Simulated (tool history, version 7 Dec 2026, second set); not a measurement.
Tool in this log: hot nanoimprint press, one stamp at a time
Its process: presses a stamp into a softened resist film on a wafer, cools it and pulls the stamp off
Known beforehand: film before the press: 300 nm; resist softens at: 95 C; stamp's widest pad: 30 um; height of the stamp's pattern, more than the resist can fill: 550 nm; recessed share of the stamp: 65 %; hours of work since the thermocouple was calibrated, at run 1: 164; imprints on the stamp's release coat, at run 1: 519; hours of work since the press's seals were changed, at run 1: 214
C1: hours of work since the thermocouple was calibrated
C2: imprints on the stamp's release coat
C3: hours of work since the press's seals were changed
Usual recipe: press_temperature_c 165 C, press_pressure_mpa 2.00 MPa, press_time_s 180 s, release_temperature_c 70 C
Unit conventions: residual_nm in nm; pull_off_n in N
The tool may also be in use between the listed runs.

{"run": 1, "day": 0.0, "press_temperature_c": 165, "press_pressure_mpa": 2.0, "press_time_s": 180, "release_temperature_c": 70, "C1": 164, "C2": 519, "C3": 214, "residual_nm": 164.3, "pull_off_n": 147}
{"run": 2, "day": 0.45, "press_temperature_c": 165, "press_pressure_mpa": 2.0, "press_time_s": 103, "release_temperature_c": 70, "C1": 172, "C2": 550, "C3": 222, "residual_nm": 192.1, "pull_off_n": 149}
{"run": 3, "day": 0.838, "press_temperature_c": 165, "press_pressure_mpa": 2.0, "press_time_s": 180, "release_temperature_c": 70, "C1": 178, "C2": 578, "C3": 228, "residual_nm": 164.0, "pull_off_n": 149}
{"run": 4, "day": 1.158, "press_temperature_c": 165, "press_pressure_mpa": 2.0, "press_time_s": 180, "release_temperature_c": 70, "C1": 184, "C2": 600, "C3": 233, "residual_nm": 163.8, "pull_off_n": 149}
{"run": 5, "day": 1.588, "press_temperature_c": 159, "press_pressure_mpa": 2.0, "press_time_s": 180, "release_temperature_c": 70, "C1": 191, "C2": 630, "C3": 240, "residual_nm": 195.0, "pull_off_n": 147}
{"run": 6, "day": 1.929, "press_temperature_c": 159, "press_pressure_mpa": 2.0, "press_time_s": 180, "release_temperature_c": 70, "C1": 196, "C2": 655, "C3": 246, "residual_nm": 194.9, "pull_off_n": 150}
{"run": 7, "day": 2.367, "press_temperature_c": 159, "press_pressure_mpa": 2.0, "press_time_s": 180, "release_temperature_c": 70, "C1": 203, "C2": 685, "C3": 253, "residual_nm": 194.6, "pull_off_n": 150}
{"run": 8, "day": 2.821, "press_temperature_c": 162, "press_pressure_mpa": 2.0, "press_time_s": 180, "release_temperature_c": 70, "C1": 211, "C2": 717, "C3": 261, "residual_nm": 178.5, "pull_off_n": 153}
{"run": 9, "day": 3.054, "press_temperature_c": 162, "press_pressure_mpa": 2.0, "press_time_s": 180, "release_temperature_c": 70, "C1": 215, "C2": 734, "C3": 264, "residual_nm": 179.0, "pull_off_n": 152}
{"run": 10, "day": 3.267, "press_temperature_c": 162, "press_pressure_mpa": 2.0, "press_time_s": 180, "release_temperature_c": 70, "C1": 218, "C2": 749, "C3": 268, "residual_nm": 178.8, "pull_off_n": 154}
{"run": 11, "day": 3.717, "press_temperature_c": 162, "press_pressure_mpa": 2.0, "press_time_s": 180, "release_temperature_c": 70, "C1": 226, "C2": 781, "C3": 275, "residual_nm": 178.0, "pull_off_n": 155}
{"run": 12, "day": 4.071, "press_temperature_c": 162, "press_pressure_mpa": 2.0, "press_time_s": 180, "release_temperature_c": 70, "C1": 232, "C2": 806, "C3": 281, "residual_nm": 178.3, "pull_off_n": 162}
{"run": 13, "day": 4.346, "press_temperature_c": 162, "press_pressure_mpa": 2.0, "press_time_s": 180, "release_temperature_c": 70, "C1": 236, "C2": 825, "C3": 286, "residual_nm": 178.2, "pull_off_n": 155}
{"run": 14, "day": 4.754, "press_temperature_c": 162, "press_pressure_mpa": 2.0, "press_time_s": 180, "release_temperature_c": 70, "C1": 243, "C2": 854, "C3": 293, "residual_nm": 178.4, "pull_off_n": 152}
{"run": 15, "day": 5.125, "press_temperature_c": 170, "press_pressure_mpa": 2.0, "press_time_s": 180, "release_temperature_c": 70, "C1": 249, "C2": 880, "C3": 299, "residual_nm": 140.4, "pull_off_n": 155}
{"run": 16, "day": 5.408, "press_temperature_c": 158, "press_pressure_mpa": 1.98, "press_time_s": 279, "release_temperature_c": 65, "C1": 254, "C2": 900, "C3": 303, "residual_nm": 178.1, "pull_off_n": 173}
{"run": 17, "day": 5.829, "press_temperature_c": 165, "press_pressure_mpa": 1.32, "press_time_s": 117, "release_temperature_c": 75, "C1": 261, "C2": 930, "C3": 310, "residual_nm": 217.4, "pull_off_n": 140}
{"run": 18, "day": 6.038, "press_temperature_c": 165, "press_pressure_mpa": 1.32, "press_time_s": 117, "release_temperature_c": 75, "C1": 264, "C2": 944, "C3": 314, "residual_nm": 217.8, "pull_off_n": 138}
{"run": 19, "day": 6.479, "press_temperature_c": 165, "press_pressure_mpa": 2.0, "press_time_s": 336, "release_temperature_c": 63, "C1": 271, "C2": 975, "C3": 321, "residual_nm": 132.9, "pull_off_n": 173}
{"run": 20, "day": 6.908, "press_temperature_c": 165, "press_pressure_mpa": 2.0, "press_time_s": 336, "release_temperature_c": 63, "C1": 278, "C2": 1005, "C3": 328, "residual_nm": 132.9, "pull_off_n": 181}
{"run": 21, "day": 7.25, "press_temperature_c": 171, "press_pressure_mpa": 1.46, "press_time_s": 135, "release_temperature_c": 66, "C1": 284, "C2": 1030, "C3": 334, "residual_nm": 174.5, "pull_off_n": 165}
{"run": 22, "day": 7.704, "press_temperature_c": 171, "press_pressure_mpa": 1.46, "press_time_s": 135, "release_temperature_c": 66, "C1": 291, "C2": 1062, "C3": 341, "residual_nm": 174.9, "pull_off_n": 171}
{"run": 23, "day": 8.15, "press_temperature_c": 168, "press_pressure_mpa": 1.32, "press_time_s": 135, "release_temperature_c": 66, "C1": 299, "C2": 1093, "C3": 349, "residual_nm": 195.6, "pull_off_n": 177}
{"run": 24, "day": 8.338, "press_temperature_c": 157, "press_pressure_mpa": 2.0, "press_time_s": 180, "release_temperature_c": 70, "C1": 302, "C2": 1106, "C3": 352, "residual_nm": 203.8, "pull_off_n": 158}
{"run": 25, "day": 8.725, "press_temperature_c": 157, "press_pressure_mpa": 2.86, "press_time_s": 112, "release_temperature_c": 70, "C1": 308, "C2": 1133, "C3": 358, "residual_nm": 199.6, "pull_off_n": 158}
{"run": 26, "day": 9.071, "press_temperature_c": 167, "press_pressure_mpa": 3.05, "press_time_s": 212, "release_temperature_c": 70, "C1": 314, "C2": 1158, "C3": 364, "residual_nm": 115.6, "pull_off_n": 159}
{"run": 27, "day": 9.496, "press_temperature_c": 165, "press_pressure_mpa": 2.24, "press_time_s": 180, "release_temperature_c": 71, "C1": 321, "C2": 1188, "C3": 371, "residual_nm": 153.0, "pull_off_n": 154}
{"run": 28, "day": 9.838, "press_temperature_c": 165, "press_pressure_mpa": 2.53, "press_time_s": 180, "release_temperature_c": 65, "C1": 327, "C2": 1212, "C3": 376, "residual_nm": 143.9, "pull_off_n": 182}
{"run": 29, "day": 10.029, "press_temperature_c": 165, "press_pressure_mpa": 2.53, "press_time_s": 180, "release_temperature_c": 65, "C1": 330, "C2": 1226, "C3": 380, "residual_nm": 144.0, "pull_off_n": 179}
{"run": 30, "day": 10.238, "press_temperature_c": 154, "press_pressure_mpa": 2.0, "press_time_s": 137, "release_temperature_c": 67, "C1": 333, "C2": 1240, "C3": 383, "residual_nm": 233.2, "pull_off_n": 174}

What if the next run were any one of these 4? Each begins from the tool's condition after run 30:
{"run": "A", "day": 10.675, "press_temperature_c": 163, "press_pressure_mpa": 2.0, "press_time_s": 268, "release_temperature_c": 61, "C1": 340, "C2": 1271, "C3": 390, "residual_nm": "?", "pull_off_n": "?"}
{"run": "B", "day": 10.675, "press_temperature_c": 165, "press_pressure_mpa": 1.72, "press_time_s": 157, "release_temperature_c": 70, "C1": 340, "C2": 1271, "C3": 390, "residual_nm": "?", "pull_off_n": "?"}
{"run": "C", "day": 10.675, "press_temperature_c": 159, "press_pressure_mpa": 2.0, "press_time_s": 180, "release_temperature_c": 72, "C1": 340, "C2": 1271, "C3": 390, "residual_nm": "?", "pull_off_n": "?"}
{"run": "D", "day": 10.675, "press_temperature_c": 174, "press_pressure_mpa": 2.0, "press_time_s": 180, "release_temperature_c": 70, "C1": 340, "C2": 1271, "C3": 390, "residual_nm": "?", "pull_off_n": "?"}

run=A residual_nm=152.2 pull_off_n=196
run=B residual_nm=180.8 pull_off_n=162
run=C residual_nm=192.4 pull_off_n=156
run=D residual_nm=124.4 pull_off_n=164
What these runs would have given with no unlogged condition in the tool:
run=A residual_nm=155.7 pull_off_n=162
run=B residual_nm=184.5 pull_off_n=134
run=C residual_nm=196.4 pull_off_n=130
run=D residual_nm=126.7 pull_off_n=136
